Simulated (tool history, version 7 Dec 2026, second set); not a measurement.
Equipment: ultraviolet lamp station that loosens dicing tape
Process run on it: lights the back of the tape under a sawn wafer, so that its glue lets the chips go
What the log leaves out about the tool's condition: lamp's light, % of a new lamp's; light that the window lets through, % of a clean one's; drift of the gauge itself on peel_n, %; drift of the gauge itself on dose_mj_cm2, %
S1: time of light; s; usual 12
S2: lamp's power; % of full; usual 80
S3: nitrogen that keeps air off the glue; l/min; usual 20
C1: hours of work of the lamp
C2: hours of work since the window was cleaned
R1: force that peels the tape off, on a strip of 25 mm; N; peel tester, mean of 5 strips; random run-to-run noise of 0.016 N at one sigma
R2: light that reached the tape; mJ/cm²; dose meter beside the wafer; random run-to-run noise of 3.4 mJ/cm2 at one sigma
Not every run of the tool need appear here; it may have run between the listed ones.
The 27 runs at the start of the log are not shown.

run 28 hour=394.5 | S1=12 S2=80 S3=17 | C1=427 C2=85 | R1=1.112 R2=469
run 29 hour=410.8 | S1=11 S2=80 S3=20 | C1=434 C2=92 | R1=1.143 R2=427
run 30 hour=427 | S1=13 S2=70 S3=20 | C1=442 C2=100 | R1=1.094 R2=444
run 31 hour=436.6 | S1=23 S2=89 S3=14 | C1=446 C2=104 | R1=0.365 R2=991
run 32 hour=447.3 | S1=23 S2=89 S3=14 | C1=451 C2=109 | R1=0.374 R2=1000
run 33 hour=458.5 | S1=12 S2=79 S3=29 | C1=456 C2=114 | R1=0.815 R2=455
run 34 hour=477.8 | S1=12 S2=79 S3=29 | C1=465 C2=123 | R1=0.837 R2=459
run 35 hour=494.7 | S1=12 S2=80 S3=12 | C1=473 C2=131 | R1=1.445 R2=462
run 36 hour=513.7 | S1=24 S2=78 S3=12 | C1=482 C2=140 | R1=0.474 R2=900
run 37 hour=528 | S1=12 S2=64 S3=20 | C1=488 C2=146 | R1=1.381 R2=365
run 38 hour=545 | S1=12 S2=64 S3=20 | C1=496 C2=154 | R1=1.498 R2=363
run 39 hour=566.7 | S1=12 S2=64 S3=20 | C1=506 C2=164 | R1=1.486 R2=363
run 40 hour=581.1 | S1=12 S2=64 S3=20 | C1=513 C2=171 | R1=1.524 R2=361
run 41 hour=603.5 | S1=12 S2=82 S3=7 | C1=523 C2=181 | R1=1.927 R2=461

Here are 4 independent what-if runs from the current tool condition. What would each one return?
run A hour=625.2 | S1=7 S2=84 S3=20 | C1=533 C2=191 | R1=? R2=?
run B hour=625.2 | S1=14 S2=82 S3=7 | C1=533 C2=191 | R1=? R2=?
run C hour=625.2 | S1=12 S2=82 S3=11 | C1=533 C2=191 | R1=? R2=?
run D hour=625.2 | S1=20 S2=66 S3=7 | C1=533 C2=191 | R1=? R2=?

run=A R1=2.041 R2=277
run=B R1=1.591 R2=533
run=C R1=1.513 R2=457
run=D R1=1.301 R2=617
The same runs, with their run-to-run variation unchanged, on a tool lacking any hidden condition would have given:
run=A R1=1.57 R2=341
run=B R1=1.168 R2=659
run=C R1=1.098 R2=564
run=D R1=0.928 R2=762

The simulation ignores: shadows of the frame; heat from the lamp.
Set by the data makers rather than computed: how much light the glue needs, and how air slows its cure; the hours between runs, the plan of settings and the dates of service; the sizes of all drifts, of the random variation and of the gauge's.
